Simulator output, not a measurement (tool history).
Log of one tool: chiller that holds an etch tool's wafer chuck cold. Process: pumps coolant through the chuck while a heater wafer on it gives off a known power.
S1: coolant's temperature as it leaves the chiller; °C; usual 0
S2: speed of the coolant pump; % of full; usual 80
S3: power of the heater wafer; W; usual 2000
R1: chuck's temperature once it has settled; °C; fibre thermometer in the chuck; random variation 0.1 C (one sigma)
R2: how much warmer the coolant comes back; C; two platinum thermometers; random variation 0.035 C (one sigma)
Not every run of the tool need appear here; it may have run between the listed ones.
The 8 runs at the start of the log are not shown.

| run | day | S1 | S2 | S3 | R1 | R2 |
|---|---|---|---|---|---|---|
| 9 | 48.958 | 3 | 80 | 2000 | 26.5 | 6.67 |
| 10 | 54.483 | 3 | 80 | 2000 | 26.8 | 6.63 |
| 11 | 58.604 | 0 | 80 | 2000 | 23.9 | 6.83 |
| 12 | 63.462 | 0 | 80 | 2000 | 24.1 | 6.71 |
| 13 | 70.312 | 0 | 80 | 2000 | 24.1 | 6.83 |
| 14 | 73.6 | -8 | 80 | 2000 | 16.5 | 6.85 |
| 15 | 77.471 | 3 | 80 | 2000 | 27.6 | 6.83 |
| 16 | 81.579 | 0 | 63 | 2000 | 28.8 | 8.7 |
| 17 | 86.45 | 7 | 94 | 1145 | 20.1 | 3.38 |
|  | 88.004 | coolant changed, channels flushed |
| 18 | 90.212 | 4 | 100 | 1158 | 16.1 | 3.25 |
| 19 | 94.258 | 2 | 80 | 2202 | 27.6 | 7.74 |
| 20 | 98.192 | 0 | 96 | 1478 | 15.7 | 4.33 |
| 21 | 102.4 | 0 | 80 | 2910 | 33.9 | 10.31 |
| 22 | 108.629 | 4 | 80 | 2910 | 38 | 10.22 |
| 23 | 112.417 | -1 | 95 | 2000 | 20.5 | 6.04 |
|  | 116.388 | coolant pump overhauled |
| 24 | 119.538 | 9 | 63 | 1970 | 33.9 | 7.68 |

Predict the results of run 25:
| 25 | 125.538 | 9 | 87 | 1970 | ? | ? |

R1: 29.9 °C
R2: 5.55 C
Minus the tool's unlogged condition, the same run would have read R1 28.3 °C, R2 5.55 C.
